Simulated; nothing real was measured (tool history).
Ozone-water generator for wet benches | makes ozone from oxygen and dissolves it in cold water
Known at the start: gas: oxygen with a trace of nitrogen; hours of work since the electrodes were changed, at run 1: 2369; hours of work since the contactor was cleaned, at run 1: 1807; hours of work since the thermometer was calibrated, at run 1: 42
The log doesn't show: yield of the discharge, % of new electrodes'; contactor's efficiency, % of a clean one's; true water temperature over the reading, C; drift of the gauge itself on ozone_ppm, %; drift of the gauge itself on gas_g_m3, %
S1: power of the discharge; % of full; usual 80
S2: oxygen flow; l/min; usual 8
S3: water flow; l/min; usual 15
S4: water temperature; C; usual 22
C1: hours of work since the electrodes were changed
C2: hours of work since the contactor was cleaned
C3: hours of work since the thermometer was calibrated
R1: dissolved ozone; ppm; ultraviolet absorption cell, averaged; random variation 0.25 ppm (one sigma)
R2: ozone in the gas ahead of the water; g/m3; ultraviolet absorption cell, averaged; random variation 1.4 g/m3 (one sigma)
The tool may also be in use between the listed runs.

| run | hour | S1 | S2 | S3 | S4 | C1 | C2 | C3 | R1 | R2 |
|---|---|---|---|---|---|---|---|---|---|---|
| 1 | 0 | 80 | 8 | 15 | 22 | 2369 | 1807 | 42 | 39.2 | 259.3 |
| 2 | 97.6 | 80 | 8 | 24 | 22 | 2454 | 1891 | 127 | 28.6 | 259.1 |
| 3 | 176.7 | 80 | 8 | 24 | 22 | 2523 | 1960 | 196 | 28.8 | 257.6 |
| 4 | 295.2 | 80 | 8 | 24 | 22 | 2626 | 2063 | 299 | 28.9 | 259.6 |
| 5 | 382.7 | 80 | 8 | 9 | 22 | 2702 | 2139 | 375 | 49.4 | 258.8 |
| 6 | 495.8 | 80 | 8 | 13 | 22 | 2800 | 2237 | 473 | 41.6 | 257.5 |
| 7 | 639.5 | 80 | 8 | 15 | 21 | 2925 | 2362 | 598 | 39.1 | 258.1 |
| 8 | 699.4 | 80 | 8 | 15 | 21 | 2977 | 2414 | 650 | 39.8 | 256.3 |
| 9 | 800.4 | 80 | 8 | 15 | 21 | 3065 | 2502 | 738 | 39.3 | 257.7 |
| 10 | 882.2 | 80 | 8 | 15 | 21 | 3136 | 2573 | 809 | 39.4 | 254.9 |
| 11 | 955.8 | 80 | 8 | 15 | 21 | 3200 | 2637 | 873 | 39.2 | 255.9 |
| 12 | 1023.8 | 80 | 8 | 15 | 22 | 3259 | 2696 | 932 | 38.7 | 256.4 |
| 13 | 1090.5 | 80 | 8 | 15 | 22 | 3317 | 2754 | 990 | 38.6 | 255.3 |
| 14 | 1236.1 | 80 | 8 | 15 | 22 | 3444 | 2881 | 1116 | 38.7 | 254.9 |
| 15 | 1355.3 | 80 | 8 | 15 | 22 | 3547 | 2984 | 1220 | 38.3 | 256.8 |
| 16 | 1459.9 | 80 | 8 | 15 | 22 | 3638 | 3075 | 1311 | 38.4 | 254.3 |
| 17 | 1526 | 80 | 8 | 15 | 22 | 3695 | 3133 | 1368 | 38.1 | 254.6 |
| 18 | 1656.5 | 80 | 8 | 15 | 22 | 3809 | 3246 | 1481 | 38.5 | 256.4 |
| 19 | 1784.1 | 80 | 8.93 | 15 | 22 | 3920 | 3357 | 1592 | 37.9 | 240 |
| 20 | 1850.5 | 80 | 5.57 | 13 | 22 | 3977 | 3415 | 1650 | 45.7 | 308.3 |
| 21 | 1991.7 | 80 | 5.61 | 17 | 22 | 4100 | 3537 | 1773 | 37.9 | 309.6 |
| 22 | 2118 | 80 | 5.61 | 17 | 22 | 4210 | 3647 | 1882 | 37.7 | 306.3 |
| 23 | 2250 | 80 | 5.61 | 17 | 22 | 4324 | 3762 | 1997 | 37.6 | 310.6 |
| 24 | 2334.4 | 80 | 13.09 | 15 | 16 | 4398 | 3835 | 2070 | 38.9 | 191.8 |
| 25 | 2464.7 | 72 | 8 | 15 | 22 | 4511 | 3948 | 2184 | 35.5 | 232.7 |
| 26 | 2526.4 | 49 | 8 | 16 | 22 | 4565 | 4002 | 2237 | 24.7 | 168.1 |
| 27 | 2604.5 | 60 | 8 | 21 | 19 | 4632 | 4070 | 2305 | 26.6 | 198.8 |
| 28 | 2734.5 | 60 | 8 | 21 | 19 | 4745 | 4183 | 2418 | 26.3 | 199.8 |
| 29 | 2816.2 | 76 | 6.11 | 17 | 14 | 4816 | 4254 | 2489 | 41.2 | 282.5 |
| 30 | 2905.5 | 76 | 6.11 | 17 | 14 | 4894 | 4331 | 2567 | 40.4 | 281.3 |
| 31 | 2973.1 | 69 | 8 | 15 | 22 | 4953 | 4390 | 2625 | 34.3 | 223.3 |
| 32 | 3053.5 | 69 | 8 | 15 | 22 | 5023 | 4460 | 2695 | 33.7 | 223.5 |
| 33 | 3124.2 | 80 | 6.42 | 23 | 22 | 5084 | 4521 | 2757 | 30.3 | 282.5 |
| 34 | 3204.2 | 80 | 6.42 | 23 | 22 | 5154 | 4591 | 2826 | 30.5 | 284.1 |

3 ways to go on from here, each from the tool as it stands after run 34. What would each give?
| A | 3333.9 | 78 | 8 | 12 | 18 | 5266 | 4703 | 2939 | ? | ? |
| B | 3333.9 | 80 | 7.69 | 23 | 22 | 5266 | 4703 | 2939 | ? | ? |
| C | 3333.9 | 83 | 8 | 15 | 20 | 5266 | 4703 | 2939 | ? | ? |

| run | R1 | R2 |
|---|---|---|
| A | 46.3 | 244 |
| B | 29.5 | 257.3 |
| C | 41.2 | 261.2 |
Without the tool's hidden state the same runs would have given:
| run | R1 | R2 |
|---|---|---|
| A | 46.3 | 250.5 |
| B | 29.5 | 264.1 |
| C | 41.2 | 268.1 |

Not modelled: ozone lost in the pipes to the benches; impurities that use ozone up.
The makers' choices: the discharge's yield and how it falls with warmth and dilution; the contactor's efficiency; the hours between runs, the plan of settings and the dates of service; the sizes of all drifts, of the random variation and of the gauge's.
